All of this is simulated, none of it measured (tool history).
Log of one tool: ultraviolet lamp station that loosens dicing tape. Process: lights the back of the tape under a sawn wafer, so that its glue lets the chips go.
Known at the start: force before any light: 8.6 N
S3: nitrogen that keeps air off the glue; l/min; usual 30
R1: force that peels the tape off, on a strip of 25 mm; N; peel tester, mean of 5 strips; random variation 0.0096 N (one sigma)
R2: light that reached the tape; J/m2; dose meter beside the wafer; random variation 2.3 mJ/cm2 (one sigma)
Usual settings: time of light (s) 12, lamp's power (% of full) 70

Run 1, day 0.000: usual settings. Result: R1 0.448 N, R2 2120 J/m2.
Run 2, day 1.200: usual settings. Result: R1 0.443 N, R2 2110 J/m2.
Run 3, day 3.333: usual settings but lamp's power (% of full) 67. Result: R1 0.496 N, R2 1950 J/m2.
Run 4, day 6.000: usual settings. Result: R1 0.491 N, R2 1960 J/m2.
Run 5, day 7.871: usual settings. Result: R1 0.520 N, R2 1990 J/m2.
Run 6, day 9.579: usual settings. Result: R1 0.501 N, R2 1940 J/m2.
Run 7, day 12.075: usual settings but lamp's power (% of full) 67. Result: R1 0.563 N, R2 1820 J/m2.
Run 8, day 14.375: usual settings but lamp's power (% of full) 98. Result: R1 0.319 N, R2 2640 J/m2.
Run 9, day 15.867: usual settings but lamp's power (% of full) 72. Result: R1 0.536 N, R2 1870 J/m2.
At day 16.033: window cleaned of glue's vapour.
Run 10, day 17.812: usual settings but time of light (s) 23, lamp's power (% of full) 72. Result: R1 0.255 N, R2 3490 J/m2.
Run 11, day 20.433: usual settings but time of light (s) 23, lamp's power (% of full) 72, S3 33 l/min. Result: R1 0.255 N, R2 3360 J/m2.
Run 12, day 23.100: usual settings. Result: R1 0.687 N, R2 1680 J/m2.
Run 13, day 24.733: usual settings. Result: R1 0.666 N, R2 1700 J/m2.
At day 26.075: window cleaned of glue's vapour, once more.
Run 14, day 27.046: usual settings but lamp's power (% of full) 89. Result: R1 0.357 N, R2 2380 J/m2.
Run 15, day 29.771: usual settings but lamp's power (% of full) 89. Result: R1 0.378 N, R2 2340 J/m2.
Run 16, day 31.871: usual settings but lamp's power (% of full) 89. Result: R1 0.376 N, R2 2320 J/m2.
Run 17, day 34.262: usual settings but lamp's power (% of full) 89. Result: R1 0.379 N, R2 2260 J/m2.
Run 18, day 36.767: usual settings but lamp's power (% of full) 89. Result: R1 0.391 N, R2 2220 J/m2.
Run 19, day 37.975: usual settings but time of light (s) 9. Result: R1 1.099 N, R2 1280 J/m2.
Run 20, day 40.367: usual settings but time of light (s) 16, lamp's power (% of full) 74, S3 20 l/min. Result: R1 0.461 N, R2 2410 J/m2.
Run 21, day 42.754: usual settings but time of light (s) 10, lamp's power (% of full) 73. Result: R1 0.902 N, R2 1440 J/m2.
Run 22, day 44.779: usual settings but time of light (s) 10, lamp's power (% of full) 73. Result: R1 0.941 N, R2 1440 J/m2.
Run 23, day 46.633: usual settings but time of light (s) 10, lamp's power (% of full) 86, S3 32 l/min. Result: R1 0.676 N, R2 1630 J/m2.
Run 24, day 48.792: usual settings but time of light (s) 19, S3 14 l/min. Result: R1 0.596 N, R2 2480 J/m2.
Run 25, day 50.296: usual settings but time of light (s) 14, S3 16 l/min. Result: R1 0.984 N, R2 1810 J/m2.
Run 26, day 53.088: usual settings but time of light (s) 14, S3 16 l/min. Result: R1 0.986 N, R2 1800 J/m2.

Run 27 comes next. What will it give?
At day 54.421: window cleaned of glue's vapour.
Run 27, day 55.242: usual settings but time of light (s) 16, lamp's power (% of full) 90, S3 20 l/min. Result: R1 ?, R2 ?.

Run 27 gave R1 0.367 N, R2 2760 J/m2.
Without the tool's hidden state the same run would have given R1 0.262 N, R2 3720 J/m2.

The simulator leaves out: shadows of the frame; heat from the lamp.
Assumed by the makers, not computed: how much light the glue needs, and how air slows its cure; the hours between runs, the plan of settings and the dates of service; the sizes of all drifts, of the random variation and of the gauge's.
